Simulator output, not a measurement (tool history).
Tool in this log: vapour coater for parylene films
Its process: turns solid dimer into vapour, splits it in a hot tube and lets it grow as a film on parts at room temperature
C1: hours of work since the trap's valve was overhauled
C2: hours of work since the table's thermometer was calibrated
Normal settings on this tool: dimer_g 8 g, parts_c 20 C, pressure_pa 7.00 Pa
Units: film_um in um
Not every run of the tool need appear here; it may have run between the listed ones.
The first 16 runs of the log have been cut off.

Run 17, day 35.238: usual settings; C1 96; C2 1348. Result: film_um 6.74 um.
Run 18, day 37.079: usual settings but parts_c 12 C, pressure_pa 2.95 Pa; C1 130; C2 1382. Result: film_um 8.85 um.
Run 19, day 39.300: usual settings but dimer_g 12 g, pressure_pa 7.14 Pa; C1 171; C2 1422. Result: film_um 10.12 um.
Run 20, day 40.875: usual settings but dimer_g 11 g, pressure_pa 5.47 Pa; C1 200; C2 1451. Result: film_um 9.64 um.
Run 21, day 42.650: usual settings but dimer_g 11 g, pressure_pa 5.47 Pa; C1 233; C2 1484. Result: film_um 9.54 um.
Run 22, day 44.308: usual settings but parts_c 28 C, pressure_pa 3.25 Pa; C1 263; C2 1515. Result: film_um 5.93 um.
Run 23, day 46.721: usual settings but parts_c 14 C, pressure_pa 4.25 Pa; C1 308; C2 1559. Result: film_um 8.83 um.
Run 24, day 48.950: usual settings but dimer_g 6 g, pressure_pa 9.25 Pa; C1 349; C2 1600. Result: film_um 4.90 um.
At day 50.538: trap's valve overhauled.
Run 25, day 50.917: usual settings but dimer_g 13 g; C1 7; C2 1633. Result: film_um 11.00 um.
Run 26, day 53.288: usual settings but dimer_g 4 g, parts_c 24 C, pressure_pa 2.72 Pa; C1 51; C2 1677. Result: film_um 3.44 um.
Run 27, day 55.512: usual settings but dimer_g 4 g, parts_c 24 C, pressure_pa 2.72 Pa; C1 92; C2 1718. Result: film_um 3.48 um.
Run 28, day 57.896: usual settings but parts_c 21 C, pressure_pa 9.74 Pa; C1 135; C2 1762. Result: film_um 6.17 um.
Run 29, day 60.796: usual settings but dimer_g 14 g, parts_c 12 C, pressure_pa 9.74 Pa; C1 189; C2 1815. Result: film_um 14.40 um.
Run 30, day 62.175: usual settings but dimer_g 14 g, parts_c 17 C, pressure_pa 9.74 Pa; C1 214; C2 1840. Result: film_um 12.19 um.
Run 31, day 63.454: usual settings but dimer_g 14 g, parts_c 16 C, pressure_pa 9.74 Pa; C1 238; C2 1864. Result: film_um 12.86 um.
Run 32, day 64.712: usual settings but dimer_g 9 g, parts_c 13 C, pressure_pa 2.79 Pa; C1 261; C2 1887. Result: film_um 9.97 um.
Run 33, day 67.208: usual settings but dimer_g 9 g, pressure_pa 7.86 Pa; C1 307; C2 1933. Result: film_um 7.51 um.

Below are 5 alternative next runs, each starting from the tool's condition after run 33. Predict each:
Run A, day 68.742: usual settings but dimer_g 4 g, parts_c 30 C, pressure_pa 3.87 Pa; C1 335; C2 1961. Result: film_um ?.
Run B, day 68.742: usual settings but parts_c 13 C, pressure_pa 6.39 Pa; C1 335; C2 1961. Result: film_um ?.
Run C, day 68.742: usual settings but dimer_g 5 g, parts_c 22 C, pressure_pa 4.01 Pa; C1 335; C2 1961. Result: film_um ?.
Run D, day 68.742: usual settings but dimer_g 6 g, pressure_pa 5.79 Pa; C1 335; C2 1961. Result: film_um ?.
Run E, day 68.742: usual settings but pressure_pa 2.60 Pa; C1 335; C2 1961. Result: film_um ?.

run  film_um
  A     2.66
  B     8.51
  C     4.34
  D     5.20
  E     7.88
With the hidden condition removed and each run's random variation left untouched, the same runs would have given:
run  film_um
  A     2.66
  B     8.53
  C     4.35
  D     5.21
  E     7.89
